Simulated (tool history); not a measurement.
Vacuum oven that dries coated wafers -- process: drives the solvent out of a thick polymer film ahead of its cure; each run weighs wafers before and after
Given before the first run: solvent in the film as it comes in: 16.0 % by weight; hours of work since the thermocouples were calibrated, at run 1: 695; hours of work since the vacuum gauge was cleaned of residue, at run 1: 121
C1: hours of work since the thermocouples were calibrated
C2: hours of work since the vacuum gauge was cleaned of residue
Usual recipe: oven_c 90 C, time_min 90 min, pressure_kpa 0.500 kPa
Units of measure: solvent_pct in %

{"run": 1, "day": 0.0, "oven_c": 90, "time_min": 90, "pressure_kpa": 0.5, "C1": 695, "C2": 121, "solvent_pct": 1.52}
{"run": 2, "day": 1.575, "oven_c": 100, "time_min": 90, "pressure_kpa": 0.5, "C1": 713, "C2": 139, "solvent_pct": 0.54}
{"run": 3, "day": 5.058, "oven_c": 80, "time_min": 90, "pressure_kpa": 0.5, "C1": 753, "C2": 179, "solvent_pct": 3.38}
{"run": 4, "day": 8.662, "oven_c": 80, "time_min": 90, "pressure_kpa": 0.5, "C1": 795, "C2": 221, "solvent_pct": 3.35}
{"day": 9.933, "done": "oven's thermocouples calibrated"}
{"run": 5, "day": 10.954, "oven_c": 80, "time_min": 90, "pressure_kpa": 0.5, "C1": 12, "C2": 246, "solvent_pct": 3.76}
{"run": 6, "day": 13.175, "oven_c": 86, "time_min": 90, "pressure_kpa": 0.5, "C1": 37, "C2": 272, "solvent_pct": 2.51}
{"run": 7, "day": 16.579, "oven_c": 90, "time_min": 60, "pressure_kpa": 0.5, "C1": 77, "C2": 311, "solvent_pct": 3.44}
{"run": 8, "day": 19.525, "oven_c": 90, "time_min": 60, "pressure_kpa": 0.5, "C1": 111, "C2": 345, "solvent_pct": 3.36}
{"run": 9, "day": 21.154, "oven_c": 90, "time_min": 60, "pressure_kpa": 0.5, "C1": 129, "C2": 364, "solvent_pct": 3.37}
{"run": 10, "day": 23.246, "oven_c": 90, "time_min": 60, "pressure_kpa": 0.5, "C1": 153, "C2": 388, "solvent_pct": 3.34}
{"run": 11, "day": 26.267, "oven_c": 90, "time_min": 60, "pressure_kpa": 0.291, "C1": 188, "C2": 423, "solvent_pct": 3.3}
{"run": 12, "day": 29.0, "oven_c": 90, "time_min": 121, "pressure_kpa": 0.324, "C1": 220, "C2": 454, "solvent_pct": 0.97}
{"run": 13, "day": 32.162, "oven_c": 102, "time_min": 90, "pressure_kpa": 0.358, "C1": 256, "C2": 491, "solvent_pct": 0.45}
{"run": 14, "day": 34.196, "oven_c": 90, "time_min": 138, "pressure_kpa": 1.654, "C1": 280, "C2": 514, "solvent_pct": 1.23}
{"run": 15, "day": 37.425, "oven_c": 90, "time_min": 154, "pressure_kpa": 1.335, "C1": 317, "C2": 551, "solvent_pct": 0.99}
{"run": 16, "day": 39.154, "oven_c": 90, "time_min": 154, "pressure_kpa": 1.335, "C1": 337, "C2": 571, "solvent_pct": 0.93}
{"run": 17, "day": 41.142, "oven_c": 90, "time_min": 154, "pressure_kpa": 1.335, "C1": 360, "C2": 594, "solvent_pct": 0.95}
{"run": 18, "day": 44.521, "oven_c": 90, "time_min": 86, "pressure_kpa": 1.335, "C1": 398, "C2": 633, "solvent_pct": 2.31}
{"run": 19, "day": 47.067, "oven_c": 90, "time_min": 86, "pressure_kpa": 1.335, "C1": 428, "C2": 662, "solvent_pct": 2.23}

Alternative continuations, all from the tool just after run 19; predict every row:
{"run": "A", "day": 49.154, "oven_c": 90, "time_min": 124, "pressure_kpa": 0.267, "C1": 452, "C2": 686, "solvent_pct": "?"}
{"run": "B", "day": 49.154, "oven_c": 82, "time_min": 63, "pressure_kpa": 1.815, "C1": 452, "C2": 686, "solvent_pct": "?"}
{"run": "C", "day": 49.154, "oven_c": 90, "time_min": 90, "pressure_kpa": 1.485, "C1": 452, "C2": 686, "solvent_pct": "?"}
{"run": "D", "day": 49.154, "oven_c": 76, "time_min": 86, "pressure_kpa": 0.345, "C1": 452, "C2": 686, "solvent_pct": "?"}

run=A solvent_pct=0.83
run=B solvent_pct=5.36
run=C solvent_pct=2.13
run=D solvent_pct=4.71
Without the tool's hidden state the same runs would have given:
run=A solvent_pct=0.80
run=B solvent_pct=5.47
run=C solvent_pct=2.18
run=D solvent_pct=4.78

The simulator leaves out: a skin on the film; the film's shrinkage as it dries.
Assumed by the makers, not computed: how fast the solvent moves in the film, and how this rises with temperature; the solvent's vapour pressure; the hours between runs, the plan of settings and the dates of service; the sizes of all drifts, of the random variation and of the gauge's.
